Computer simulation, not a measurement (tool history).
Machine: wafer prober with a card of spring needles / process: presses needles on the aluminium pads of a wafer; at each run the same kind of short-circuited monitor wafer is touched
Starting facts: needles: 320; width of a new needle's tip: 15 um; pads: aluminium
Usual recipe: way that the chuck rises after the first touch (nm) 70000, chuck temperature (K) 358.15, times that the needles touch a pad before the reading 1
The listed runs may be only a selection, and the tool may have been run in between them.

run,day,way that the chuck rises after the first touch (nm),chuck temperature (K),times that the needles touch a pad before the reading,resistance of one needle with its contact and lead (mohm),way that a needle slides on the pad (nm)
1,0,70000,358.15,1,143,16120
# day 0.262: tips cleaned on abrasive film
# day 0.592: tips cleaned on abrasive film
2,0.662,70000,358.15,1,147,16050
# day 0.971: tips cleaned on abrasive film
# day 1.354: tips cleaned on abrasive film
# day 1.7: tips cleaned on abrasive film
3,1.767,83000,358.15,1,145,19020
# day 2.067: tips cleaned on abrasive film
# day 2.442: tips cleaned on abrasive film
4,2.454,70000,358.15,1,143,16030
# day 2.821: tips cleaned on abrasive film
5,2.942,70000,358.15,1,143,15970
# day 3.162: tips cleaned on abrasive film
# day 3.517: tips cleaned on abrasive film
# day 3.85: tips cleaned on abrasive film
6,3.85,56000,358.15,1,150,12780
# day 4.2: tips cleaned on abrasive film
# day 4.542: tips cleaned on abrasive film
7,4.85,56000,358.15,1,148,12810
# day 4.933: tips cleaned on abrasive film
# day 5.304: tips cleaned on abrasive film
# day 5.7: tips cleaned on abrasive film
8,5.733,56000,358.15,1,151,12780
# day 6.075: tips cleaned on abrasive film
# day 6.45: tips cleaned on abrasive film
# day 6.817: tips cleaned on abrasive film
9,6.904,56000,358.15,1,153,12790
# day 7.192: tips cleaned on abrasive film
# day 7.571: tips cleaned on abrasive film
10,7.608,56000,358.15,1,149,12720
# day 7.933: tips cleaned on abrasive film
# day 8.308: tips cleaned on abrasive film
11,8.442,56000,358.15,1,149,12780
# day 8.612: height of the first contact set anew
# day 8.667: tips cleaned on abrasive film
# day 8.992: tips cleaned on abrasive film
12,9.121,56000,358.15,1,147,12750
# day 9.338: tips cleaned on abrasive film
# day 9.704: tips cleaned on abrasive film
# day 10.058: tips cleaned on abrasive film
13,10.2,56000,358.15,1,150,12750
# day 10.446: tips cleaned on abrasive film
# day 10.792: tips cleaned on abrasive film
# day 11.162: tips cleaned on abrasive film
14,11.179,70000,304.15,1,136,15940
# day 11.538: tips cleaned on abrasive film
# day 11.858: tips cleaned on abrasive film
# day 12.221: tips cleaned on abrasive film
15,12.279,70000,358.15,1,144,15930
# day 12.562: tips cleaned on abrasive film
# day 12.942: tips cleaned on abrasive film
# day 13.3: tips cleaned on abrasive film
16,13.312,70000,358.15,1,146,15900
# day 13.696: tips cleaned on abrasive film
# day 14.075: tips cleaned on abrasive film
17,14.083,70000,317.15,1,138,15940
# day 14.446: tips cleaned on abrasive film
18,14.567,70000,366.15,1,147,15850
# day 14.788: tips cleaned on abrasive film
# day 15.138: tips cleaned on abrasive film
19,15.433,68000,325.15,1,142,15370
# day 15.512: tips cleaned on abrasive film
# day 15.846: tips cleaned on abrasive film
# day 16.221: tips cleaned on abrasive film
# day 16.579: tips cleaned on abrasive film
20,16.633,68000,336.15,1,144,15480
# day 16.929: tips cleaned on abrasive film
21,17.204,90000,358.15,1,144,20480
# day 17.267: tips cleaned on abrasive film
# day 17.638: tips cleaned on abrasive film
# day 18.025: tips cleaned on abrasive film
22,18.117,77000,336.15,1,140,17420
# day 18.396: tips cleaned on abrasive film
# day 18.729: tips cleaned on abrasive film
23,18.762,61000,339.15,1,147,13900
# day 19.088: tips cleaned on abrasive film
# day 19.425: tips cleaned on abrasive film
24,19.55,52000,306.15,1,142,11770
# day 19.792: tips cleaned on abrasive film
# day 20.029: height of the first contact set anew
# day 20.179: tips cleaned on abrasive film
# day 20.512: tips cleaned on abrasive film
25,20.567,59000,322.15,1,141,13310
# day 20.896: tips cleaned on abrasive film
# day 21.233: tips cleaned on abrasive film
26,21.425,70000,308.15,2,138,15890
# day 21.588: tips cleaned on abrasive film
# day 21.912: tips cleaned on abrasive film
# day 22.279: tips cleaned on abrasive film
27,22.288,70000,308.15,2,139,15800
# day 22.608: tips cleaned on abrasive film
28,22.833,66000,370.15,1,148,14970

Predict each of these 4 candidate next runs independently; none follows another, all start after run 28:
# day 22.996: tips cleaned on abrasive film
# day 23.354: tips cleaned on abrasive film
# day 23.754: tips cleaned on abrasive film
A,24.008,62000,358.15,3,?,?
# day 22.996: tips cleaned on abrasive film
# day 23.354: tips cleaned on abrasive film
# day 23.754: tips cleaned on abrasive film
B,24.008,80000,358.15,1,?,?
# day 22.996: tips cleaned on abrasive film
# day 23.354: tips cleaned on abrasive film
# day 23.754: tips cleaned on abrasive film
C,24.008,77000,358.15,1,?,?
# day 22.996: tips cleaned on abrasive film
# day 23.354: tips cleaned on abrasive film
# day 23.754: tips cleaned on abrasive film
D,24.008,70000,322.15,1,?,?

run,resistance of one needle with its contact and lead (mohm),way that a needle slides on the pad (nm)
A,145,14030
B,143,18100
C,143,17450
D,141,15780
Had the tool no hidden state, the same runs would have come out as:
run,resistance of one needle with its contact and lead (mohm),way that a needle slides on the pad (nm)
A,145,14240
B,143,18370
C,143,17700
D,140,16010
